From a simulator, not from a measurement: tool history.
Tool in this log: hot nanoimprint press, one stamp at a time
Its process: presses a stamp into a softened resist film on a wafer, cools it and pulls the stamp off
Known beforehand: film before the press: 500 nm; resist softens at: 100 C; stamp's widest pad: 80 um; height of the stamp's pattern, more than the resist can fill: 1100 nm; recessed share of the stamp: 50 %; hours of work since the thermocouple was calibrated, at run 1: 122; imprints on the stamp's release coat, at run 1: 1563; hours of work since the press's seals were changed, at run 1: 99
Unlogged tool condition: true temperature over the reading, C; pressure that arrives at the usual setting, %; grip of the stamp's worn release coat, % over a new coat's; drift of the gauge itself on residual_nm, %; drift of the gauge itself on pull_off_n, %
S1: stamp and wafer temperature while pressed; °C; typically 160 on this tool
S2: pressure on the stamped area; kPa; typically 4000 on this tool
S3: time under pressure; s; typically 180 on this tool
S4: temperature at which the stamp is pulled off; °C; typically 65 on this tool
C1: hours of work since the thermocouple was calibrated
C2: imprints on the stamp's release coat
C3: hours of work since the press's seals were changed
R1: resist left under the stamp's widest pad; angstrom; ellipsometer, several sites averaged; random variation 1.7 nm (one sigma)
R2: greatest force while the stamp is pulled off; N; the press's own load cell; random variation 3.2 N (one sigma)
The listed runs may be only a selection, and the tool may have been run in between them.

run,day,S1,S2,S3,S4,C1,C2,C3,R1,R2
1,0.000,160,4000,180,65,122,1563,99,2716,258
2,0.979,160,3880,180,65,137,1651,115,2749,260
3,1.871,160,4000,180,65,151,1731,129,2729,261
4,2.421,160,4000,180,65,159,1780,137,2742,281
5,3.508,160,4000,180,65,176,1877,154,2753,279
6,4.546,158,4000,180,65,193,1970,170,2968,288
# day 5.517: stamp cleaned and given a new release coat
7,5.733,166,5100,134,65,207,20,185,2245,154
8,6.329,154,4080,180,65,217,73,194,3380,153
9,7.496,154,3480,180,55,235,177,213,3606,182
10,8.004,160,3840,145,65,243,222,221,3035,161
11,9.029,160,3840,145,65,259,314,237,3031,176
12,9.883,160,3840,145,65,272,390,250,3009,178

How the hidden state differs across the entries between the runs, from the last listed run before each to the first after it:
From run 6 to run 7: stamp cleaned and given a new release coat (day 5.517)
  true temperature over the reading, C: -0.6 -> -0.64; pressure that arrives at the usual setting, %: 99.99 -> 99.94; grip of the stamp's worn release coat, % over a new coat's: 85.7 -> 0.7
  measured result minus the result with no hidden state, R1: +65 -> +57 angstrom; R2: +134 -> +2 N

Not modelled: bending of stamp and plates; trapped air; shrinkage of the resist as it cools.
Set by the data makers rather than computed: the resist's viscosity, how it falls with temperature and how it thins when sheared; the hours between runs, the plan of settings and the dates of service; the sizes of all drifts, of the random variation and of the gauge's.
